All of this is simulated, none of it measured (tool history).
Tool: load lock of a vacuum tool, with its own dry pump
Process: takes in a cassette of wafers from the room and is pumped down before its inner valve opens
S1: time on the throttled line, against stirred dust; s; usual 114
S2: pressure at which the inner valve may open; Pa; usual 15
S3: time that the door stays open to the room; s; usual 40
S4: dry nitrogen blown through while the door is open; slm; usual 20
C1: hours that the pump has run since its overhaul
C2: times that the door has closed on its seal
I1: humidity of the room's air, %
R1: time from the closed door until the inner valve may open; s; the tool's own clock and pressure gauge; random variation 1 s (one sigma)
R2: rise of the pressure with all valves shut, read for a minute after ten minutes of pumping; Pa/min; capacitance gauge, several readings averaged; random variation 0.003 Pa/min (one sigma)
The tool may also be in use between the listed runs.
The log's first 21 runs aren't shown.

Run 22, day 99.379: usual settings but S2 17 Pa, S3 149 s, S4 16 slm; C1 4145; C2 9623; I1 43.1. Result: R1 168.5 s, R2 0.119 Pa/min.
Run 23, day 106.05: usual settings but S2 24 Pa; C1 4305; C2 9808; I1 44.1. Result: R1 162.8 s, R2 0.085 Pa/min.
Run 24, day 111.158: usual settings but S2 24 Pa; C1 4428; C2 9950; I1 44.1. Result: R1 165.3 s, R2 0.091 Pa/min.
Run 25, day 114.012: usual settings but S3 81 s, S4 4 slm; C1 4496; C2 10029; I1 45.1. Result: R1 168.2 s, R2 0.129 Pa/min.
Run 26, day 116.704: usual settings but S1 196 s, S3 81 s, S4 9 slm; C1 4561; C2 10104; I1 44.6. Result: R1 238.9 s, R2 0.113 Pa/min.
Run 27, day 122.804: usual settings but S1 196 s, S3 81 s, S4 9 slm; C1 4707; C2 10274; I1 44.5. Result: R1 238.2 s, R2 0.117 Pa/min.
Run 28, day 127.621: usual settings but S1 65 s, S3 81 s, S4 8 slm; C1 4823; C2 10408; I1 47. Result: R1 124.8 s, R2 0.126 Pa/min.
Run 29, day 133.338: usual settings but S1 65 s, S3 81 s, S4 8 slm; C1 4960; C2 10567; I1 45.4. Result: R1 128.1 s, R2 0.128 Pa/min.
Run 30, day 136.158: usual settings but S1 65 s, S3 112 s, S4 5 slm; C1 5028; C2 10645; I1 46. Result: R1 126.5 s, R2 0.147 Pa/min.
Run 31, day 140.512: usual settings but S3 30 s, S4 10 slm; C1 5132; C2 10766; I1 49.3. Result: R1 169.1 s, R2 0.101 Pa/min.
Run 32, day 145.283: usual settings but S1 58 s, S2 13 Pa, S3 42 s, S4 27 slm; C1 5247; C2 10899; I1 45. Result: R1 122.6 s, R2 0.096 Pa/min.
Run 33, day 150.692: usual settings but S1 63 s, S2 14 Pa, S3 30 s; C1 5377; C2 11049; I1 46. Result: R1 127.3 s, R2 0.101 Pa/min.
Run 34, day 154.054: usual settings but S1 63 s, S2 14 Pa, S3 30 s; C1 5457; C2 11143; I1 42.1. Result: R1 126.4 s, R2 0.101 Pa/min.
Run 35, day 159.029: usual settings but S1 63 s, S2 24 Pa, S3 30 s; C1 5577; C2 11281; I1 44.9. Result: R1 122.4 s, R2 0.101 Pa/min.
Run 36, day 165.6: usual settings but S4 22 slm; C1 5734; C2 11464; I1 40.7. Result: R1 170.3 s, R2 0.104 Pa/min.
Run 37, day 170.55: usual settings but S1 144 s, S2 23 Pa, S3 42 s, S4 22 slm; C1 5853; C2 11601; I1 47.8. Result: R1 191.7 s, R2 0.114 Pa/min.

Forecast each of these 3 alternatives for the next run:
Run A, day 176.562: usual settings but S1 69 s, S2 12 Pa, S3 76 s; C1 5998; C2 11768; I1 42.8. Result: R1 ?, R2 ?.
Run B, day 176.562: usual settings but S1 121 s, S2 23 Pa, S3 42 s, S4 22 slm; C1 5998; C2 11768; I1 41.7. Result: R1 ?, R2 ?.
Run C, day 176.562: usual settings but S1 67 s, S4 18 slm; C1 5998; C2 11768; I1 45.6. Result: R1 ?, R2 ?.

run     R1     R2
  A  134.2  0.125
  B    173  0.108
  C  129.8  0.118
Without the tool's hidden state the same runs would have given:
run     R1     R2
  A  129.9  0.033
  B  169.7  0.017
  C  125.5  0.025
